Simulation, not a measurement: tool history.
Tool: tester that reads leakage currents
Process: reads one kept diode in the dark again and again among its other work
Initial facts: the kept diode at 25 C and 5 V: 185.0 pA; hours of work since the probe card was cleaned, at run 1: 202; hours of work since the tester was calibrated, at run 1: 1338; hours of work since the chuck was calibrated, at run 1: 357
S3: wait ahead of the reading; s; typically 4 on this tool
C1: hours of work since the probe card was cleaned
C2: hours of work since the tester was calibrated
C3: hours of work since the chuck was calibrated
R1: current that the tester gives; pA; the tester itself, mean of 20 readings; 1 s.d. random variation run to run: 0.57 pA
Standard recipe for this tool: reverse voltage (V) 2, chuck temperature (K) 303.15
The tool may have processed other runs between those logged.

Run 1, day 0: usual settings; C1 202; C2 1338; C3 357. Result: R1 204.84 pA.
Run 2, day 2.679: usual settings but chuck temperature (K) 301.15; C1 228; C2 1364; C3 383. Result: R1 174.89 pA.
Run 3, day 5.4: usual settings but S3 5.35 s; C1 254; C2 1391; C3 410. Result: R1 205.58 pA.
Run 4, day 8.492: usual settings; C1 284; C2 1421; C3 440. Result: R1 207.27 pA.
Run 5, day 10.717: usual settings; C1 306; C2 1443; C3 462. Result: R1 207.23 pA.
Run 6, day 13.1: usual settings; C1 329; C2 1466; C3 485. Result: R1 208.36 pA.
Run 7, day 15.1: usual settings; C1 349; C2 1486; C3 504. Result: R1 208.83 pA.
Run 8, day 18.167: usual settings; C1 379; C2 1515; C3 534. Result: R1 209.56 pA.
Run 9, day 21.721: usual settings; C1 413; C2 1550; C3 569. Result: R1 211.69 pA.
Run 10, day 24.446: usual settings but reverse voltage (V) 3; C1 440; C2 1577; C3 596. Result: R1 252.39 pA.
Run 11, day 27.042: usual settings but reverse voltage (V) 1.65; C1 465; C2 1602; C3 621. Result: R1 196.97 pA.
Run 12, day 29.9: usual settings but reverse voltage (V) 1.65; C1 493; C2 1630; C3 649. Result: R1 196.33 pA.
Run 13, day 33.683: usual settings; C1 530; C2 1667; C3 686. Result: R1 215.86 pA.
Run 14, day 36.817: usual settings; C1 561; C2 1697; C3 716. Result: R1 215.42 pA.
Run 15, day 39.383: usual settings but S3 2.1 s; C1 586; C2 1722; C3 741. Result: R1 218.14 pA.
Run 16, day 42.738: usual settings but reverse voltage (V) 1.5; C1 618; C2 1755; C3 774. Result: R1 193.39 pA.
Run 17, day 45.988: usual settings but reverse voltage (V) 1.5; C1 650; C2 1787; C3 806. Result: R1 194.17 pA.
Run 18, day 49.288: usual settings but reverse voltage (V) 1.5; C1 682; C2 1819; C3 838. Result: R1 194.54 pA.
Run 19, day 52.175: usual settings; C1 710; C2 1847; C3 866. Result: R1 220.99 pA.
Run 20, day 55.767: usual settings; C1 745; C2 1882; C3 901. Result: R1 222.92 pA.
Run 21, day 58.754: usual settings; C1 774; C2 1911; C3 930. Result: R1 223.87 pA.
Run 22, day 61.529: usual settings; C1 801; C2 1938; C3 957. Result: R1 224.76 pA.
Run 23, day 65.25: usual settings but reverse voltage (V) 4.71, S3 4.64 s; C1 838; C2 1974; C3 993. Result: R1 326.67 pA.
Run 24, day 67.871: usual settings but reverse voltage (V) 4.71, S3 4.64 s; C1 863; C2 2000; C3 1019. Result: R1 326.91 pA.
Run 25, day 71.75: usual settings but reverse voltage (V) 4.71, S3 4.64 s; C1 901; C2 2038; C3 1057. Result: R1 327.98 pA.
Run 26, day 73.604: usual settings but reverse voltage (V) 4.71, S3 4.64 s; C1 919; C2 2056; C3 1075. Result: R1 332.01 pA.
Run 27, day 77.325: usual settings but reverse voltage (V) 5.11, S3 9.25 s; C1 955; C2 2092; C3 1111. Result: R1 344.63 pA.
Run 28, day 81.221: usual settings but reverse voltage (V) 1.29, chuck temperature (K) 307.15, S3 0.33 s; C1 993; C2 2130; C3 1149. Result: R1 264.97 pA.
Run 29, day 84.433: usual settings but chuck temperature (K) 311.15; C1 1025; C2 2161; C3 1180. Result: R1 437.71 pA.
At day 86.154: chuck's temperature calibrated.
Run 30, day 86.592: usual settings but reverse voltage (V) 11.2; C1 1045; C2 2182; C3 4. Result: R1 399.86 pA.
Run 31, day 90.079: usual settings but reverse voltage (V) 11.2; C1 1079; C2 2216; C3 38. Result: R1 402.28 pA.
Run 32, day 92.142: usual settings but reverse voltage (V) 11.2; C1 1099; C2 2236; C3 58. Result: R1 404.53 pA.
Run 33, day 94.921: usual settings but chuck temperature (K) 296.15, S3 0.89 s; C1 1126; C2 2263; C3 85. Result: R1 106.52 pA.
Run 34, day 98.838: usual settings but reverse voltage (V) 8.25, chuck temperature (K) 326.15, S3 0.52 s; C1 1164; C2 2301; C3 124. Result: R1 2074.53 pA.
Run 35, day 101.85: usual settings but reverse voltage (V) 17.9, S3 0.49 s; C1 1194; C2 2330; C3 153. Result: R1 509.1 pA.
Run 36, day 105.779: usual settings but reverse voltage (V) 17.9, S3 0.49 s; C1 1232; C2 2369; C3 191. Result: R1 512.1 pA.
Run 37, day 108.125: usual settings but reverse voltage (V) 17.9, S3 0.49 s; C1 1255; C2 2392; C3 214. Result: R1 511.21 pA.
Run 38, day 109.871: usual settings but reverse voltage (V) 2.15, chuck temperature (K) 296.15, S3 1.21 s; C1 1272; C2 2409; C3 231. Result: R1 112.38 pA.
Run 39, day 112.092: usual settings but reverse voltage (V) 2.15, chuck temperature (K) 296.15, S3 1.21 s; C1 1294; C2 2430; C3 253. Result: R1 113.27 pA.

Consider 4 possible next runs. They are alternatives, not a sequence: every one starts from the tool as it was left by run 39. What does each give?
Run A, day 115.829: usual settings but reverse voltage (V) 13.57; C1 1330; C2 2467; C3 289. Result: R1 ?.
Run B, day 115.829: usual settings but reverse voltage (V) 5.56; C1 1330; C2 2467; C3 289. Result: R1 ?.
Run C, day 115.829: usual settings but reverse voltage (V) 12.44, chuck temperature (K) 319.15, S3 0.58 s; C1 1330; C2 2467; C3 289. Result: R1 ?.
Run D, day 115.829: usual settings but reverse voltage (V) 8.45, chuck temperature (K) 296.15, S3 1.21 s; C1 1330; C2 2467; C3 289. Result: R1 ?.

run       R1
  A   454.35
  B   310.03
  C  1537.94
  D    207.1
Stripped of hidden state, with their random variation kept, the same runs would have yielded:
run       R1
  A   433.38
  B    296.3
  C  1479.86
  D   196.74

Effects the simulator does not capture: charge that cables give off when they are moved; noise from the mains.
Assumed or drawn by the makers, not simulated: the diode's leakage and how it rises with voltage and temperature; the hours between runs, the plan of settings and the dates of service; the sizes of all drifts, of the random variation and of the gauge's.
